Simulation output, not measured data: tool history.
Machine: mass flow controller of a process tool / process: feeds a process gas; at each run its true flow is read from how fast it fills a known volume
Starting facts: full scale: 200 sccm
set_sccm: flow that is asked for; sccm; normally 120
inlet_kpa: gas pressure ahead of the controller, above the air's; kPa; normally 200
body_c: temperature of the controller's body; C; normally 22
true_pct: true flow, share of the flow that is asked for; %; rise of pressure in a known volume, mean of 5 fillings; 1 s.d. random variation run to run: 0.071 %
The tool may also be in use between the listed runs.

run,hour,set_sccm,inlet_kpa,body_c,true_pct
1,0.0,120,200,22,99.54
2,163.0,120,200,22,99.64
3,309.9,120,200,22,99.59
4,508.6,120,200,22,99.61
5,767.7,120,200,22,99.41
6,934.9,120,200,22,99.36
7,1113.8,98,200,22,99.38
8,1279.1,98,200,22,99.30
9,1474.5,54,200,22,99.15
10,1643.7,180,200,38,100.13
11,1851.5,180,200,38,100.21
12,2056.3,180,200,38,100.15

Below, some changes in true_pct between adjacent runs. For each, the amount present without the hidden state too (settings, incoming material, random variation) and the amount remaining for the hidden state with gauge scatter not shared by both compared results:
Hidden conditions of the tool in this case: flow at rest that the sensor doesn't see, % of full scale; true flow over the shown one, %; drift of the gauge itself on true_pct, %.
Run 4 -> 5: settings left as they were, no log entry in between. true_pct -0.20 %: hidden state -0.06, all else -0.14.
Run 9 -> 10: set_sccm 54 -> 180, body_c 22 -> 38. true_pct +0.98 %: hidden state -0.04, all else +1.02.

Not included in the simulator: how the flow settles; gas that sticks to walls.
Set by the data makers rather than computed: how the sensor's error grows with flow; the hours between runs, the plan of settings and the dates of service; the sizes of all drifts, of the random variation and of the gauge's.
